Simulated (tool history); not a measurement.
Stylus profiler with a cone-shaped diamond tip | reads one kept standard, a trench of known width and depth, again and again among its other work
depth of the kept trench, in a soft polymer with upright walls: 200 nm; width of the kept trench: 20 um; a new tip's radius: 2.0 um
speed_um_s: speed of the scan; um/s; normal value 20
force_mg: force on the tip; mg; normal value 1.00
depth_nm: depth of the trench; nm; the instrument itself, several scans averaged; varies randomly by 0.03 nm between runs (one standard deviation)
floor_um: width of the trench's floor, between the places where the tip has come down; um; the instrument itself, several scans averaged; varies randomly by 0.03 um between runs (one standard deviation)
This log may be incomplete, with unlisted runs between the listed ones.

| run | hour | speed_um_s | force_mg | depth_nm | floor_um |
|---|---|---|---|---|---|
| 1 | 0.0 | 20 | 1.00 | 200.75 | 18.10 |
| 2 | 106.3 | 20 | 1.00 | 200.71 | 18.00 |
| 3 | 247.7 | 20 | 1.00 | 200.72 | 17.92 |
| 4 | 339.2 | 37 | 1.00 | 200.74 | 17.83 |
| 5 | 460.6 | 20 | 1.00 | 200.77 | 17.80 |
| 6 | 570.8 | 20 | 1.00 | 200.78 | 17.73 |
| 7 | 660.5 | 42 | 1.00 | 200.77 | 17.69 |
| 8 | 723.1 | 42 | 1.00 | 200.82 | 17.59 |
| 9 | 845.6 | 42 | 1.00 | 200.69 | 18.11 |
| 10 | 966.6 | 8 | 0.51 | 200.44 | 18.21 |
| 11 | 1106.3 | 8 | 0.51 | 200.42 | 17.98 |
| 12 | 1218.4 | 8 | 1.04 | 200.72 | 18.01 |
| 13 | 1316.3 | 43 | 0.71 | 200.65 | 17.81 |
| 14 | 1401.1 | 43 | 0.71 | 200.64 | 17.82 |
| 15 | 1541.7 | 43 | 1.64 | 201.05 | 17.76 |
| 16 | 1605.7 | 44 | 1.04 | 200.82 | 17.65 |

Withheld: 1 entry from between the runs. Position of each, and hidden state at the listed run before versus the listed run after:
Between runs 8 and 9: new tip fitted, height scale calibrated (hour 842.9)
  radius of the tip, um: 3.34 -> 2; height scale over the true one, %: 0.054 -> -0.015
  measured result minus the result with no hidden state, depth_nm: +0.11 -> -0.03 nm; floor_um: -0.54 -> +0.00 um
